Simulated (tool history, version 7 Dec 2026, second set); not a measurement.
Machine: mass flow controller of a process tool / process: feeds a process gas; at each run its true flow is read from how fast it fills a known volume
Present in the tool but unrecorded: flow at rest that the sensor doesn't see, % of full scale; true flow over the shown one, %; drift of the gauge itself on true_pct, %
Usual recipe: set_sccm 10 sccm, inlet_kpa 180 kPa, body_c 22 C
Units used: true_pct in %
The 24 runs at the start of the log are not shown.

| run | hour | set_sccm | inlet_kpa | body_c | hours of work since the controller was set to zero | hours of work since the controller was changed | true_pct |
|---|---|---|---|---|---|---|---|
| 25 | 1779.2 | 2 | 180 | 22 | 1266 | 1266 | 97.45 |
| 26 | 1860.3 | 10 | 149 | 36 | 1322 | 1322 | 100.62 |
| 27 | 1929.7 | 10 | 149 | 36 | 1369 | 1369 | 100.58 |
| 28 | 2023.6 | 10 | 180 | 30 | 1432 | 1432 | 100.19 |
| 29 | 2077.6 | 5 | 163 | 21 | 1469 | 1469 | 98.38 |
| 30 | 2166 | 5 | 163 | 21 | 1529 | 1529 | 98.36 |
| 31 | 2278.3 | 7 | 252 | 24 | 1605 | 1605 | 99.63 |
| 32 | 2378.6 | 10 | 180 | 23 | 1673 | 1673 | 99.49 |
| 33 | 2449.8 | 10 | 180 | 23 | 1722 | 1722 | 99.42 |
| 34 | 2524.1 | 10 | 180 | 23 | 1772 | 1772 | 99.32 |
| 35 | 2601.3 | 10 | 180 | 23 | 1824 | 1824 | 99.59 |
| 36 | 2654.5 | 10 | 180 | 23 | 1861 | 1861 | 99.47 |
| 37 | 2730.7 | 10 | 180 | 23 | 1912 | 1912 | 99.34 |
| 38 | 2781.9 | 16 | 275 | 31 | 1947 | 1947 | 101.62 |
| 39 | 2871.9 | 16 | 238 | 25 | 2008 | 2008 | 100.5 |
| 40 | 2927.6 | 16 | 238 | 25 | 2046 | 2046 | 100.63 |
| 41 | 2981.9 | 10 | 217 | 22 | 2083 | 2083 | 99.58 |
| 42 | 3064.7 | 10 | 217 | 22 | 2139 | 2139 | 99.68 |
| 43 | 3175.7 | 10 | 217 | 28 | 2214 | 2214 | 100.32 |
| 44 | 3258 | 5 | 156 | 29 | 2270 | 2270 | 99.22 |
| 45 | 3343.5 | 20 | 203 | 29 | 2328 | 2328 | 101.14 |
| 46 | 3418.9 | 20 | 203 | 29 | 2379 | 2379 | 101.09 |
| 47 | 3473.1 | 20 | 203 | 29 | 2416 | 2416 | 101.07 |
| 48 | 3520.1 | 12 | 203 | 20 | 2448 | 2448 | 99.62 |

Below are 5 alternative next runs, each starting from the tool's condition after run 48. Predict each:
| A | 3632.4 | 17 | 152 | 20 | 2524 | 2524 | ? |
| B | 3632.4 | 12 | 203 | 22 | 2524 | 2524 | ? |
| C | 3632.4 | 2 | 180 | 27 | 2524 | 2524 | ? |
| D | 3632.4 | 10 | 211 | 22 | 2524 | 2524 | ? |
| E | 3632.4 | 17 | 210 | 20 | 2524 | 2524 | ? |

| run | true_pct |
|---|---|
| A | 99.62 |
| B | 99.72 |
| C | 97.4 |
| D | 99.54 |
| E | 100 |
Had the tool no hidden state, the same runs would have come out as:
| run | true_pct |
|---|---|
| A | 98.98 |
| B | 99.22 |
| C | 99.19 |
| D | 99.12 |
| E | 99.36 |
